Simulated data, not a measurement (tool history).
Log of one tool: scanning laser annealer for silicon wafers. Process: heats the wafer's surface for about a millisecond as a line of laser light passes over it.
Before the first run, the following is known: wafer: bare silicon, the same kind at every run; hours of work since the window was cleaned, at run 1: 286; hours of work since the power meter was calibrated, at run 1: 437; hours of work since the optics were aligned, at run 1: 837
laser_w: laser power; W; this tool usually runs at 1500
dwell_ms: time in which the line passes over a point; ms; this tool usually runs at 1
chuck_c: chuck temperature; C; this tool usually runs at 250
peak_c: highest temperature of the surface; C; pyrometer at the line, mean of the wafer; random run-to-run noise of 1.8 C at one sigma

| run | day | laser_w | dwell_ms | chuck_c | hours of work since the window was cleaned | hours of work since the power meter was calibrated | hours of work since the optics were aligned | peak_c |
|---|---|---|---|---|---|---|---|---|
| 1 | 0 | 1500 | 1 | 250 | 286 | 437 | 837 | 947 |
| 2 | 2.358 | 1596 | 1 | 250 | 324 | 475 | 876 | 988 |
| 3 | 4.112 | 1596 | 1 | 250 | 353 | 504 | 905 | 984 |
| 4 | 6.517 | 1500 | 1 | 250 | 393 | 544 | 944 | 939 |
| 5 | 8.783 | 1500 | 1 | 250 | 430 | 581 | 981 | 935 |
| 6 | 11.5 | 1500 | 1 | 219 | 475 | 626 | 1026 | 905 |
| 7 | 13.612 | 1500 | 1 | 214 | 510 | 660 | 1061 | 899 |
| 8 | 16.412 | 1429 | 1 | 214 | 556 | 706 | 1107 | 864 |
| 9 | 17.958 | 1393 | 0.83 | 250 | 581 | 732 | 1132 | 813 |
| 10 | 19.554 | 1393 | 0.83 | 250 | 607 | 758 | 1159 | 813 |
| 11 | 21.267 | 1643 | 0.83 | 260 | 635 | 786 | 1187 | 924 |
| 12 | 23.35 | 1643 | 0.83 | 260 | 670 | 821 | 1221 | 923 |
| 13 | 25.108 | 1643 | 0.83 | 260 | 699 | 849 | 1250 | 919 |

3 ways to go on from here, each from the tool as it stands after run 13. What would each give?
| A | 27.175 | 1338 | 1.18 | 260 | 733 | 883 | 1284 | ? |
| B | 27.175 | 1500 | 1 | 219 | 733 | 883 | 1284 | ? |
| C | 27.175 | 1623 | 1 | 250 | 733 | 883 | 1284 | ? |

| run | peak_c |
|---|---|
| A | 915 |
| B | 888 |
| C | 968 |
Stripped of hidden state, with their random variation kept, the same runs would have yielded:
| run | peak_c |
|---|---|
| A | 965 |
| B | 939 |
| C | 1023 |
